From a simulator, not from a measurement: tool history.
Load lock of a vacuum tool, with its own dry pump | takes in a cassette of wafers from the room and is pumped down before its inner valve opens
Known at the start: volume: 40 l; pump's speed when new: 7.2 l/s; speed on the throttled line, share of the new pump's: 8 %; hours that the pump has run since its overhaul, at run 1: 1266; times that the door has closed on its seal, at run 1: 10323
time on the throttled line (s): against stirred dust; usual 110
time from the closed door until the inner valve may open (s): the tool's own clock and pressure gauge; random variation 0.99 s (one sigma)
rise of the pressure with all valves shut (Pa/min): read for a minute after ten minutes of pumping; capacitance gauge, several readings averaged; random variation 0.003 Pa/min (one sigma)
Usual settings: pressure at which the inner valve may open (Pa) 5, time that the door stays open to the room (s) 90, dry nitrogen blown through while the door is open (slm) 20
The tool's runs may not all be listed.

run	day	time on the throttled line (s)	pressure at which the inner valve may open (Pa)	time that the door stays open to the room (s)	dry nitrogen blown through while the door is open (slm)	hours that the pump has run since its overhaul	times that the door has closed on its seal	incoming humidity of the room's air, %	time from the closed door until the inner valve may open (s)	rise of the pressure with all valves shut (Pa/min)
1	0	110	5	90	20	1266	10323	43.4	157.3	0.032
2	23.95	95	5	90	20	1841	11199	44.7	142.8	0.03
3	42.875	95	5	90	20	2295	11891	45.9	142.2	0.029
4	69.954	95	5	90	20	2945	12882	41.8	143.7	0.032
5	95.546	95	5	90	20	3559	13818	45.7	142.2	0.031
6	111.038	110	5	90	20	3931	14384	46.5	159.2	0.029
7	127.138	110	5	90	42	4318	14973	45	156.4	0.015
8	147.742	110	7	90	20	4812	15726	43.9	154.5	0.032
9	170.25	188	5	90	20	5352	16549	48.2	228.9	0.033
10	184.062	188	5	90	20	5684	17055	45.7	229.6	0.032
11	203.321	188	5	90	20	6146	17759	44.1	230.6	0.028
12	231.558	90	5	34	20	6824	18792	43.5	140.2	0.019
13	251.946	110	8	26	20	7313	19537	44.7	154.1	0.015
14	275.904	110	4	36	20	7888	20413	46	159.1	0.024
15	298.538	110	5	36	33	8431	21241	44.3	159	0.015
16	326.567	110	5	36	33	9104	22266	46.8	156.1	0.016
17	355.008	110	6	36	33	9786	23306	45.5	158.6	0.017
# day 357.504: dry pump taken out, an overhauled one fitted
18	371.896	110	6	36	33	345	23915	44.5	156.6	0.009
19	383.621	193	4	31	20	627	24343	44.6	233.9	0.024
20	409.358	173	8	31	20	1245	25285	46.5	212.1	0.011
21	434.188	173	8	37	41	1840	26193	42.8	213	0.008
22	452.504	110	5	104	19	2280	26862	42.2	156.3	0.031

4 ways to go on from here, each from the tool as it stands after run 22. What would each give?
# day 469.942: door's seal changed, seat wiped
A	473.217	156	6	104	4	2776	120	43.7	?	?
# day 469.942: door's seal changed, seat wiped
B	473.217	110	6	104	19	2776	120	47.3	?	?
# day 469.942: door's seal changed, seat wiped
C	473.217	102	6	90	18	2776	120	42.9	?	?
# day 469.942: door's seal changed, seat wiped
D	473.217	56	5	104	19	2776	120	45.3	?	?

run	time from the closed door until the inner valve may open (s)	rise of the pressure with all valves shut (Pa/min)
A	196.7	0.056
B	155.6	0.035
C	148.1	0.03
D	109.1	0.028
Without the tool's hidden state the same runs would have given:
run	time from the closed door until the inner valve may open (s)	rise of the pressure with all valves shut (Pa/min)
A	196.7	0.056
B	155.5	0.035
C	148	0.03
D	109	0.028
